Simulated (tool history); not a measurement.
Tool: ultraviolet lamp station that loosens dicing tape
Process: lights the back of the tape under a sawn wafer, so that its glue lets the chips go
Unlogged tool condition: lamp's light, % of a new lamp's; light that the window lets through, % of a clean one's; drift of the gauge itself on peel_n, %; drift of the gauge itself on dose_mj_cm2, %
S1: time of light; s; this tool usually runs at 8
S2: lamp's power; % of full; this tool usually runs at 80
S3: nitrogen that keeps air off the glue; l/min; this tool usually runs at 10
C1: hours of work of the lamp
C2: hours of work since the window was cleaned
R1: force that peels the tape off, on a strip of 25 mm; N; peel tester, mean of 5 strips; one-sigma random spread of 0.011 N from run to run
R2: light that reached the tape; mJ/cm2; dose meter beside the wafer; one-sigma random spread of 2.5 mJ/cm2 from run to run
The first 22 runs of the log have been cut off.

run,hour,S1,S2,S3,C1,C2,R1,R2
23,282.2,15,98,5,247,15,0.215,608
24,300.4,8,62,18,256,24,0.686,207
25,308,8,62,18,259,27,0.677,207
26,323.4,6,89,15,266,34,0.683,217
27,341.4,6,80,6,275,42,1.36,194
28,350.8,6,80,6,279,47,1.376,194
29,358.2,6,80,6,282,50,1.389,193
30,368.2,6,80,6,287,55,1.4,192
31,378.9,8,83,4,292,60,1.133,262
32,393.6,8,83,4,299,66,1.081,268
33,402.5,8,83,4,303,71,1.121,266
34,413.4,8,80,7,308,76,0.835,255
35,425.5,8,80,7,313,81,0.83,253

Here are 4 independent what-if runs from the current tool condition. What would each one return?
A,442.5,12,65,6,321,89,?,?
B,442.5,12,68,3,321,89,?,?
C,442.5,12,80,16,321,89,?,?
D,442.5,8,91,10,321,89,?,?

run,R1,R2
A,0.664,309
B,1.004,320
C,0.231,375
D,0.515,285
Had the tool no hidden state, the same runs would have come out as:
run,R1,R2
A,0.512,354
B,0.799,367
C,0.194,430
D,0.394,327
